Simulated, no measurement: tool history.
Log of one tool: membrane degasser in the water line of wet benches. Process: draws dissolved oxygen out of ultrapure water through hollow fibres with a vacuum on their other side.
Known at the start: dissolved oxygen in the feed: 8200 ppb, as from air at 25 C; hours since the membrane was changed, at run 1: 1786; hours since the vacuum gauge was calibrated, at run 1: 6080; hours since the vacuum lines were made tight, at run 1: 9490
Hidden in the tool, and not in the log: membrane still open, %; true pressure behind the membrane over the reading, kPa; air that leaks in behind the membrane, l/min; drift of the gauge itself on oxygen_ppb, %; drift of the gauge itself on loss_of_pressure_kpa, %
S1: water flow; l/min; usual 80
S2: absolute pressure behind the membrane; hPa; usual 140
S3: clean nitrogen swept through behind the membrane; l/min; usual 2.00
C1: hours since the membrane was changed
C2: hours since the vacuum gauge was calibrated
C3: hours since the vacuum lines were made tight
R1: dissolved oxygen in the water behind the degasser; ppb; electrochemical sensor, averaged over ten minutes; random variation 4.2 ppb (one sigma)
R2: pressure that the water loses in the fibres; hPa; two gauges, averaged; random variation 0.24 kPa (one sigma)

run 1 hour=0.0 | S1=80 S2=140 S3=2.00 | C1=1786 C2=6080 C3=9490 | R1=923.2 R2=641.8
run 2 hour=71.7 | S1=80 S2=140 S3=2.00 | C1=1857 C2=6151 C3=9562 | R1=930.6 R2=642.2
run 3 hour=130.2 | S1=80 S2=140 S3=2.00 | C1=1916 C2=6210 C3=9621 | R1=922.3 R2=642.4
run 4 hour=175.8 | S1=80 S2=140 S3=2.00 | C1=1962 C2=6255 C3=9666 | R1=929.4 R2=644.4
run 5 hour=215.9 | S1=80 S2=140 S3=2.00 | C1=2002 C2=6296 C3=9706 | R1=931.7 R2=644.4
run 6 hour=286.0 | S1=80 S2=127 S3=2.00 | C1=2072 C2=6366 C3=9776 | R1=840.9 R2=645.3
run 7 hour=350.1 | S1=80 S2=140 S3=2.00 | C1=2136 C2=6430 C3=9840 | R1=934.0 R2=646.9
run 8 hour=422.8 | S1=80 S2=132 S3=2.00 | C1=2209 C2=6502 C3=9913 | R1=879.6 R2=643.6
run 9 hour=462.6 | S1=80 S2=132 S3=2.00 | C1=2248 C2=6542 C3=9953 | R1=883.4 R2=644.3
run 10 hour=534.2 | S1=54 S2=140 S3=2.00 | C1=2320 C2=6614 C3=10025 | R1=628.7 R2=434.4
run 11 hour=578.9 | S1=54 S2=140 S3=2.00 | C1=2365 C2=6658 C3=10069 | R1=628.0 R2=435.0
run 12 hour=610.7 | S1=80 S2=140 S3=3.11 | C1=2396 C2=6690 C3=10101 | R1=698.7 R2=643.2
run 13 hour=667.4 | S1=80 S2=140 S3=3.11 | C1=2453 C2=6747 C3=10158 | R1=696.9 R2=646.4
run 14 hour=727.8 | S1=80 S2=140 S3=2.36 | C1=2513 C2=6807 C3=10218 | R1=834.3 R2=645.1
run 15 hour=792.2 | S1=87 S2=244 S3=4.83 | C1=2578 C2=6872 C3=10283 | R1=948.7 R2=697.4
-- hour=797.4 vacuum gauge calibrated
run 16 hour=843.6 | S1=105 S2=140 S3=2.00 | C1=2629 C2=46 C3=10334 | R1=1256.0 R2=845.7
run 17 hour=890.3 | S1=104 S2=251 S3=5.95 | C1=2676 C2=93 C3=10380 | R1=1063.9 R2=842.4
run 18 hour=960.1 | S1=64 S2=151 S3=0.83 | C1=2745 C2=163 C3=10450 | R1=1457.8 R2=516.4
run 19 hour=1009.1 | S1=64 S2=151 S3=0.83 | C1=2794 C2=212 C3=10499 | R1=1452.2 R2=517.1
-- hour=1025.8 vacuum gauge calibrated, once more
run 20 hour=1067.0 | S1=65 S2=286 S3=1.73 | C1=2852 C2=41 C3=10556 | R1=1667.4 R2=529.3
run 21 hour=1120.3 | S1=70 S2=154 S3=0.94 | C1=2905 C2=94 C3=10610 | R1=1439.3 R2=566.5
run 22 hour=1176.1 | S1=70 S2=154 S3=0.94 | C1=2961 C2=150 C3=10666 | R1=1424.3 R2=567.4
run 23 hour=1221.3 | S1=124 S2=323 S3=1.06 | C1=3006 C2=195 C3=10711 | R1=3635.7 R2=1000.3
run 24 hour=1290.4 | S1=80 S2=224 S3=2.98 | C1=3075 C2=265 C3=10780 | R1=1096.9 R2=648.8
run 25 hour=1324.6 | S1=80 S2=110 S3=2.24 | C1=3109 C2=299 C3=10814 | R1=670.5 R2=645.8
run 26 hour=1362.1 | S1=126 S2=102 S3=2.55 | C1=3147 C2=336 C3=10852 | R1=1053.0 R2=1021.3
run 27 hour=1430.5 | S1=80 S2=269 S3=3.11 | C1=3215 C2=405 C3=10920 | R1=1259.9 R2=648.1

3 ways to go on from here, each from the tool as it stands after run 27. What would each give?
run A hour=1495.0 | S1=61 S2=218 S3=3.21 | C1=3280 C2=469 C3=10984 | R1=? R2=?
run B hour=1495.0 | S1=85 S2=333 S3=4.14 | C1=3280 C2=469 C3=10984 | R1=? R2=?
run C hour=1495.0 | S1=80 S2=269 S3=1.08 | C1=3280 C2=469 C3=10984 | R1=? R2=?

run=A R1=780.6 R2=497.1
run=B R1=1326.2 R2=686.0
run=C R1=2425.4 R2=648.8
Without the tool's hidden state the same runs would have given:
run=A R1=771.9 R2=486.7
run=B R1=1311.2 R2=671.6
run=C R1=2420.5 R2=635.3
